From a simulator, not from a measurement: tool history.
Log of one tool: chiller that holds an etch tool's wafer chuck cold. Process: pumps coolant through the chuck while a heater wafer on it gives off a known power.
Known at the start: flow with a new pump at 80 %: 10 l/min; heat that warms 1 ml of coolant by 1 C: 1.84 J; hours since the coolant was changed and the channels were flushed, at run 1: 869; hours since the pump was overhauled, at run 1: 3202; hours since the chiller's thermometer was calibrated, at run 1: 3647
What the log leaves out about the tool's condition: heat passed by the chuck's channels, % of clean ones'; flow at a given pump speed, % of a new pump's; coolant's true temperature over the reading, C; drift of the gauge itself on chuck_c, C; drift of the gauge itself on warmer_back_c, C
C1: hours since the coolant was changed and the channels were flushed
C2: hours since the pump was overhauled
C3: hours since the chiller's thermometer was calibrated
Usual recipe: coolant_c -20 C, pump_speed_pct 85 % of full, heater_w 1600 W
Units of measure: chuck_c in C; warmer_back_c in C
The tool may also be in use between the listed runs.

{"run": 1, "hour": 0.0, "coolant_c": -20, "pump_speed_pct": 85, "heater_w": 1600, "C1": 869, "C2": 3202, "C3": 3647, "chuck_c": 0.8, "warmer_back_c": 5.2}
{"run": 2, "hour": 56.0, "coolant_c": -20, "pump_speed_pct": 89, "heater_w": 1600, "C1": 925, "C2": 3258, "C3": 3703, "chuck_c": 0.1, "warmer_back_c": 4.97}
{"run": 3, "hour": 135.6, "coolant_c": -20, "pump_speed_pct": 85, "heater_w": 1600, "C1": 1005, "C2": 3337, "C3": 3783, "chuck_c": 0.9, "warmer_back_c": 5.29}
{"run": 4, "hour": 224.3, "coolant_c": -20, "pump_speed_pct": 85, "heater_w": 1600, "C1": 1094, "C2": 3426, "C3": 3872, "chuck_c": 0.8, "warmer_back_c": 5.26}
{"run": 5, "hour": 299.5, "coolant_c": -20, "pump_speed_pct": 85, "heater_w": 2046, "C1": 1169, "C2": 3501, "C3": 3947, "chuck_c": 6.5, "warmer_back_c": 6.77}
{"run": 6, "hour": 413.7, "coolant_c": -20, "pump_speed_pct": 85, "heater_w": 1600, "C1": 1283, "C2": 3615, "C3": 4061, "chuck_c": 1.2, "warmer_back_c": 5.3}
{"run": 7, "hour": 482.9, "coolant_c": -20, "pump_speed_pct": 85, "heater_w": 1600, "C1": 1352, "C2": 3684, "C3": 4130, "chuck_c": 1.0, "warmer_back_c": 5.29}
{"run": 8, "hour": 572.6, "coolant_c": -20, "pump_speed_pct": 85, "heater_w": 1600, "C1": 1442, "C2": 3774, "C3": 4220, "chuck_c": 1.2, "warmer_back_c": 5.27}
{"run": 9, "hour": 629.5, "coolant_c": -20, "pump_speed_pct": 85, "heater_w": 1600, "C1": 1499, "C2": 3831, "C3": 4277, "chuck_c": 1.2, "warmer_back_c": 5.3}
{"run": 10, "hour": 723.4, "coolant_c": -20, "pump_speed_pct": 92, "heater_w": 1600, "C1": 1593, "C2": 3925, "C3": 4371, "chuck_c": 0.3, "warmer_back_c": 4.81}
{"run": 11, "hour": 820.8, "coolant_c": -28, "pump_speed_pct": 92, "heater_w": 1600, "C1": 1690, "C2": 4022, "C3": 4468, "chuck_c": -7.4, "warmer_back_c": 4.91}
{"run": 12, "hour": 928.5, "coolant_c": -20, "pump_speed_pct": 85, "heater_w": 1600, "C1": 1798, "C2": 4130, "C3": 4576, "chuck_c": 1.4, "warmer_back_c": 5.31}
{"run": 13, "hour": 994.8, "coolant_c": -20, "pump_speed_pct": 91, "heater_w": 1600, "C1": 1864, "C2": 4196, "C3": 4642, "chuck_c": 0.9, "warmer_back_c": 4.93}
{"run": 14, "hour": 1088.6, "coolant_c": -20, "pump_speed_pct": 91, "heater_w": 1600, "C1": 1958, "C2": 4290, "C3": 4736, "chuck_c": 0.7, "warmer_back_c": 5.0}
{"run": 15, "hour": 1174.0, "coolant_c": -20, "pump_speed_pct": 82, "heater_w": 1600, "C1": 2043, "C2": 4376, "C3": 4821, "chuck_c": 2.3, "warmer_back_c": 5.49}
{"run": 16, "hour": 1279.7, "coolant_c": -20, "pump_speed_pct": 60, "heater_w": 1600, "C1": 2149, "C2": 4481, "C3": 4927, "chuck_c": 6.7, "warmer_back_c": 7.78}
{"run": 17, "hour": 1374.7, "coolant_c": -20, "pump_speed_pct": 60, "heater_w": 1600, "C1": 2244, "C2": 4576, "C3": 5022, "chuck_c": 6.8, "warmer_back_c": 7.78}
{"run": 18, "hour": 1478.8, "coolant_c": -20, "pump_speed_pct": 65, "heater_w": 1250, "C1": 2348, "C2": 4680, "C3": 5126, "chuck_c": 0.4, "warmer_back_c": 5.61}
{"run": 19, "hour": 1560.4, "coolant_c": -20, "pump_speed_pct": 65, "heater_w": 2269, "C1": 2430, "C2": 4762, "C3": 5208, "chuck_c": 16.1, "warmer_back_c": 10.15}
{"run": 20, "hour": 1635.6, "coolant_c": -20, "pump_speed_pct": 65, "heater_w": 2269, "C1": 2505, "C2": 4837, "C3": 5283, "chuck_c": 16.2, "warmer_back_c": 10.19}
{"run": 21, "hour": 1731.5, "coolant_c": -20, "pump_speed_pct": 65, "heater_w": 1071, "C1": 2601, "C2": 4933, "C3": 5379, "chuck_c": -2.4, "warmer_back_c": 4.8}
{"run": 22, "hour": 1831.4, "coolant_c": -20, "pump_speed_pct": 65, "heater_w": 1071, "C1": 2701, "C2": 5033, "C3": 5479, "chuck_c": -2.3, "warmer_back_c": 4.85}
{"run": 23, "hour": 1905.9, "coolant_c": -26, "pump_speed_pct": 97, "heater_w": 1404, "C1": 2775, "C2": 5107, "C3": 5553, "chuck_c": -7.7, "warmer_back_c": 4.07}
{"run": 24, "hour": 1999.4, "coolant_c": -17, "pump_speed_pct": 70, "heater_w": 1330, "C1": 2869, "C2": 5201, "C3": 5647, "chuck_c": 4.0, "warmer_back_c": 5.56}
{"run": 25, "hour": 2084.2, "coolant_c": -17, "pump_speed_pct": 70, "heater_w": 1330, "C1": 2954, "C2": 5286, "C3": 5732, "chuck_c": 4.2, "warmer_back_c": 5.54}
{"run": 26, "hour": 2136.7, "coolant_c": -17, "pump_speed_pct": 70, "heater_w": 1330, "C1": 3006, "C2": 5338, "C3": 5784, "chuck_c": 4.4, "warmer_back_c": 5.54}
{"run": 27, "hour": 2197.6, "coolant_c": -29, "pump_speed_pct": 70, "heater_w": 1799, "C1": 3067, "C2": 5399, "C3": 5845, "chuck_c": -0.7, "warmer_back_c": 7.6}
{"hour": 2230.9, "done": "chiller's thermometer calibrated"}
{"run": 28, "hour": 2287.3, "coolant_c": -29, "pump_speed_pct": 70, "heater_w": 1799, "C1": 3156, "C2": 5488, "C3": 56, "chuck_c": -1.4, "warmer_back_c": 7.58}
{"run": 29, "hour": 2380.4, "coolant_c": -20, "pump_speed_pct": 72, "heater_w": 1426, "C1": 3249, "C2": 5581, "C3": 149, "chuck_c": 1.6, "warmer_back_c": 5.83}
{"run": 30, "hour": 2445.1, "coolant_c": -21, "pump_speed_pct": 70, "heater_w": 1035, "C1": 3313, "C2": 5646, "C3": 214, "chuck_c": -5.0, "warmer_back_c": 4.34}
{"run": 31, "hour": 2537.1, "coolant_c": -11, "pump_speed_pct": 78, "heater_w": 1600, "C1": 3405, "C2": 5738, "C3": 306, "chuck_c": 12.0, "warmer_back_c": 6.02}

Pick out some run-to-run changes in chuck_c. Of each, how much would a tool without hidden state show as well, from the settings, what came in and chance, and how much is left for the hidden state and any gauge scatter not in both results compared?
Run 18 -> 19: heater_w 1250 -> 2269. chuck_c +15.7 C: hidden state +1.9, all else +13.8.
Run 20 -> 21: heater_w 2269 -> 1071. chuck_c -18.6 C: hidden state -2.0, all else -16.6.
Run 30 -> 31: coolant_c -21 -> -11, pump_speed_pct 70 -> 78, heater_w 1035 -> 1600. chuck_c +17.0 C: hidden state +1.1, all else +15.9.

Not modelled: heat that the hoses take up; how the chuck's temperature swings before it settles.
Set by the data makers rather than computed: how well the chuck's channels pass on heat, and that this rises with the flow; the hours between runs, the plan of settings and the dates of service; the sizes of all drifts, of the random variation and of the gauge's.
